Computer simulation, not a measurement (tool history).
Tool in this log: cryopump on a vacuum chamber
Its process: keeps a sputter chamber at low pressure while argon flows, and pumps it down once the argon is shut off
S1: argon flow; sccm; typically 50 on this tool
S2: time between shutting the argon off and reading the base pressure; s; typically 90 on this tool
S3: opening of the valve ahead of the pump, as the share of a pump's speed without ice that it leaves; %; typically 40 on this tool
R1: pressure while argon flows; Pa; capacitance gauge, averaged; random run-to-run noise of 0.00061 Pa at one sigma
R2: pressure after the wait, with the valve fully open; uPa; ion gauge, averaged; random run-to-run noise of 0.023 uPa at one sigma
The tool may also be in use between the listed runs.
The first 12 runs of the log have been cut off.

run	hour	S1	S2	S3	R1	R2
13	323.9	26	90	40	0.0609	2.40
14	342.7	50	90	40	0.1174	2.41
15	366.8	50	90	40	0.1184	2.54
16	393.8	50	90	40	0.1185	2.45
17	426.2	33	90	40	0.0774	2.55
18	456.9	33	90	40	0.0785	2.58
19	476.4	50	140	40	0.1183	2.37
# hour 486.5: pump warmed up, emptied and cooled again
20	498.9	50	140	40	0.1108	2.05
21	517.6	70	90	57	0.1097	2.34
22	537.4	30	43	35	0.0760	3.00
23	575.4	23	40	45	0.0462	3.18
24	594.1	75	69	20	0.3322	2.53
25	627.2	50	86	40	0.1112	2.51
26	657.6	22	117	54	0.0372	2.28
27	693.0	22	117	54	0.0368	2.34
28	721.1	22	117	54	0.0364	2.37
29	743.9	42	193	40	0.0953	2.09
30	763.6	27	184	41	0.0594	2.13
31	796.7	27	184	41	0.0593	2.21
32	831.5	40	184	27	0.1321	2.22
33	857.9	22	90	17	0.1154	2.57
34	881.3	26	65	16	0.1443	2.73

Here are 3 independent what-if runs from the current tool condition. What would each one return?
A	907.4	31	65	16	?	?
B	907.4	28	90	40	?	?
C	907.4	42	25	21	?	?

run	R1	R2
A	0.1717	2.87
B	0.0632	2.55
C	0.1775	4.19
With the hidden condition removed and each run's random variation left untouched, the same runs would have given:
run	R1	R2
A	0.1696	1.05
B	0.0613	0.77
C	0.1747	2.39
